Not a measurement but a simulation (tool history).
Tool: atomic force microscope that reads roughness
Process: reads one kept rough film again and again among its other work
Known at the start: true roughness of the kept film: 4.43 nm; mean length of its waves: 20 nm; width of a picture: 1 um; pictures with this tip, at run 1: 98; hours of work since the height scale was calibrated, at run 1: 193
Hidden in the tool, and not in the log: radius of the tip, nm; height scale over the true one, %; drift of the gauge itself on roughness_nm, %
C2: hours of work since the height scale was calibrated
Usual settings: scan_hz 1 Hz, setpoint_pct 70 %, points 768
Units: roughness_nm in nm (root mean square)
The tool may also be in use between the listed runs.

{"run": 1, "hour": 0.0, "scan_hz": 1, "setpoint_pct": 70, "points": 768, "pictures with this tip": 98, "C2": 193, "roughness_nm": 2.865}
{"run": 2, "hour": 4.4, "scan_hz": 1, "setpoint_pct": 72, "points": 768, "pictures with this tip": 109, "C2": 196, "roughness_nm": 2.817}
{"run": 3, "hour": 8.3, "scan_hz": 1, "setpoint_pct": 70, "points": 768, "pictures with this tip": 118, "C2": 199, "roughness_nm": 2.795}
{"run": 4, "hour": 13.4, "scan_hz": 1, "setpoint_pct": 70, "points": 768, "pictures with this tip": 131, "C2": 203, "roughness_nm": 2.69}
{"run": 5, "hour": 20.1, "scan_hz": 1, "setpoint_pct": 70, "points": 768, "pictures with this tip": 148, "C2": 208, "roughness_nm": 2.618}
{"run": 6, "hour": 27.6, "scan_hz": 1, "setpoint_pct": 70, "points": 768, "pictures with this tip": 167, "C2": 213, "roughness_nm": 2.547}
{"hour": 32.3, "done": "new tip fitted"}
{"run": 7, "hour": 34.5, "scan_hz": 1, "setpoint_pct": 70, "points": 768, "pictures with this tip": 5, "C2": 218, "roughness_nm": 3.444}
{"run": 8, "hour": 38.2, "scan_hz": 1, "setpoint_pct": 56, "points": 768, "pictures with this tip": 15, "C2": 220, "roughness_nm": 3.433}
{"run": 9, "hour": 46.8, "scan_hz": 1, "setpoint_pct": 56, "points": 768, "pictures with this tip": 36, "C2": 226, "roughness_nm": 3.287}
{"run": 10, "hour": 55.6, "scan_hz": 1, "setpoint_pct": 56, "points": 768, "pictures with this tip": 59, "C2": 233, "roughness_nm": 3.139}
{"run": 11, "hour": 60.4, "scan_hz": 2.54, "setpoint_pct": 70, "points": 768, "pictures with this tip": 71, "C2": 236, "roughness_nm": 2.78}
{"run": 12, "hour": 65.4, "scan_hz": 2.54, "setpoint_pct": 70, "points": 768, "pictures with this tip": 83, "C2": 240, "roughness_nm": 2.724}
{"run": 13, "hour": 70.9, "scan_hz": 1.06, "setpoint_pct": 70, "points": 768, "pictures with this tip": 97, "C2": 244, "roughness_nm": 2.812}
{"run": 14, "hour": 75.5, "scan_hz": 1.06, "setpoint_pct": 70, "points": 768, "pictures with this tip": 109, "C2": 247, "roughness_nm": 2.756}
{"run": 15, "hour": 79.3, "scan_hz": 1.06, "setpoint_pct": 70, "points": 768, "pictures with this tip": 118, "C2": 250, "roughness_nm": 2.694}
{"run": 16, "hour": 87.8, "scan_hz": 1.06, "setpoint_pct": 70, "points": 910, "pictures with this tip": 140, "C2": 256, "roughness_nm": 2.595}
{"run": 17, "hour": 93.1, "scan_hz": 1.06, "setpoint_pct": 70, "points": 910, "pictures with this tip": 153, "C2": 260, "roughness_nm": 2.546}
{"run": 18, "hour": 100.0, "scan_hz": 1.06, "setpoint_pct": 70, "points": 910, "pictures with this tip": 170, "C2": 265, "roughness_nm": 2.458}
{"hour": 103.7, "done": "new tip fitted"}
{"run": 19, "hour": 107.2, "scan_hz": 1.06, "setpoint_pct": 70, "points": 910, "pictures with this tip": 8, "C2": 270, "roughness_nm": 3.394}
{"run": 20, "hour": 114.9, "scan_hz": 1, "setpoint_pct": 70, "points": 524, "pictures with this tip": 28, "C2": 275, "roughness_nm": 3.23}
{"run": 21, "hour": 119.6, "scan_hz": 1, "setpoint_pct": 70, "points": 768, "pictures with this tip": 39, "C2": 279, "roughness_nm": 3.189}
{"run": 22, "hour": 123.6, "scan_hz": 2.74, "setpoint_pct": 70, "points": 271, "pictures with this tip": 50, "C2": 281, "roughness_nm": 2.814}
{"run": 23, "hour": 128.0, "scan_hz": 2.74, "setpoint_pct": 70, "points": 271, "pictures with this tip": 61, "C2": 285, "roughness_nm": 2.775}
{"hour": 129.4, "done": "height scale calibrated on a step standard"}
{"run": 24, "hour": 136.4, "scan_hz": 2.74, "setpoint_pct": 70, "points": 271, "pictures with this tip": 79, "C2": 5, "roughness_nm": 2.652}
{"run": 25, "hour": 142.4, "scan_hz": 1.2, "setpoint_pct": 70, "points": 312, "pictures with this tip": 94, "C2": 9, "roughness_nm": 2.737}
{"run": 26, "hour": 146.7, "scan_hz": 1.2, "setpoint_pct": 70, "points": 312, "pictures with this tip": 105, "C2": 13, "roughness_nm": 2.682}
{"hour": 149.8, "done": "height scale calibrated on a step standard, once more"}
{"run": 27, "hour": 153.9, "scan_hz": 1.97, "setpoint_pct": 58, "points": 768, "pictures with this tip": 121, "C2": 3, "roughness_nm": 2.695}
{"run": 28, "hour": 159.4, "scan_hz": 0.59, "setpoint_pct": 58, "points": 449, "pictures with this tip": 135, "C2": 7, "roughness_nm": 2.668}
{"run": 29, "hour": 165.4, "scan_hz": 2.18, "setpoint_pct": 76, "points": 293, "pictures with this tip": 150, "C2": 11, "roughness_nm": 2.298}
{"run": 30, "hour": 170.8, "scan_hz": 2.18, "setpoint_pct": 76, "points": 293, "pictures with this tip": 164, "C2": 15, "roughness_nm": 2.247}
{"hour": 177.1, "done": "new tip fitted"}
{"run": 31, "hour": 178.5, "scan_hz": 1.75, "setpoint_pct": 59, "points": 265, "pictures with this tip": 4, "C2": 20, "roughness_nm": 3.364}
{"run": 32, "hour": 182.4, "scan_hz": 0.59, "setpoint_pct": 66, "points": 768, "pictures with this tip": 13, "C2": 23, "roughness_nm": 3.448}
{"run": 33, "hour": 189.4, "scan_hz": 2.47, "setpoint_pct": 62, "points": 371, "pictures with this tip": 31, "C2": 28, "roughness_nm": 3.096}
{"run": 34, "hour": 194.7, "scan_hz": 2.47, "setpoint_pct": 59, "points": 371, "pictures with this tip": 44, "C2": 32, "roughness_nm": 3.057}
{"run": 35, "hour": 201.8, "scan_hz": 2.47, "setpoint_pct": 59, "points": 1003, "pictures with this tip": 62, "C2": 37, "roughness_nm": 2.995}
{"run": 36, "hour": 208.1, "scan_hz": 2.47, "setpoint_pct": 59, "points": 1003, "pictures with this tip": 78, "C2": 42, "roughness_nm": 2.916}
{"run": 37, "hour": 216.0, "scan_hz": 2.47, "setpoint_pct": 59, "points": 1003, "pictures with this tip": 98, "C2": 47, "roughness_nm": 2.774}
{"run": 38, "hour": 224.8, "scan_hz": 1, "setpoint_pct": 80, "points": 729, "pictures with this tip": 120, "C2": 54, "roughness_nm": 2.638}
{"run": 39, "hour": 231.0, "scan_hz": 1, "setpoint_pct": 85, "points": 768, "pictures with this tip": 136, "C2": 58, "roughness_nm": 2.519}
{"run": 40, "hour": 236.4, "scan_hz": 0.58, "setpoint_pct": 57, "points": 502, "pictures with this tip": 150, "C2": 62, "roughness_nm": 2.612}
{"run": 41, "hour": 240.6, "scan_hz": 1.72, "setpoint_pct": 70, "points": 768, "pictures with this tip": 160, "C2": 65, "roughness_nm": 2.435}
{"run": 42, "hour": 247.2, "scan_hz": 1.97, "setpoint_pct": 76, "points": 539, "pictures with this tip": 177, "C2": 70, "roughness_nm": 2.281}

The same runs without the tool's hidden state, with the same run-to-run variation:
run=1 roughness_nm=3.447
run=2 roughness_nm=3.463
run=3 roughness_nm=3.494
run=4 roughness_nm=3.452
run=5 roughness_nm=3.478
run=6 roughness_nm=3.494
run=7 roughness_nm=3.488
run=8 roughness_nm=3.551
run=9 roughness_nm=3.577
run=10 roughness_nm=3.582
run=11 roughness_nm=3.262
run=12 roughness_nm=3.278
run=13 roughness_nm=3.483
run=14 roughness_nm=3.492
run=15 roughness_nm=3.472
run=16 roughness_nm=3.476
run=17 roughness_nm=3.481
run=18 roughness_nm=3.463
run=19 roughness_nm=3.472
run=20 roughness_nm=3.469
run=21 roughness_nm=3.497
run=22 roughness_nm=3.159
run=23 roughness_nm=3.188
run=24 roughness_nm=3.171
run=25 roughness_nm=3.37
run=26 roughness_nm=3.364
run=27 roughness_nm=3.495
run=28 roughness_nm=3.548
run=29 roughness_nm=3.136
run=30 roughness_nm=3.14
run=31 roughness_nm=3.397
run=32 roughness_nm=3.557
run=33 roughness_nm=3.329
run=34 roughness_nm=3.378
run=35 roughness_nm=3.452
run=36 roughness_nm=3.468
run=37 roughness_nm=3.436
run=38 roughness_nm=3.398
run=39 roughness_nm=3.333
run=40 roughness_nm=3.545
run=41 roughness_nm=3.366
run=42 roughness_nm=3.251

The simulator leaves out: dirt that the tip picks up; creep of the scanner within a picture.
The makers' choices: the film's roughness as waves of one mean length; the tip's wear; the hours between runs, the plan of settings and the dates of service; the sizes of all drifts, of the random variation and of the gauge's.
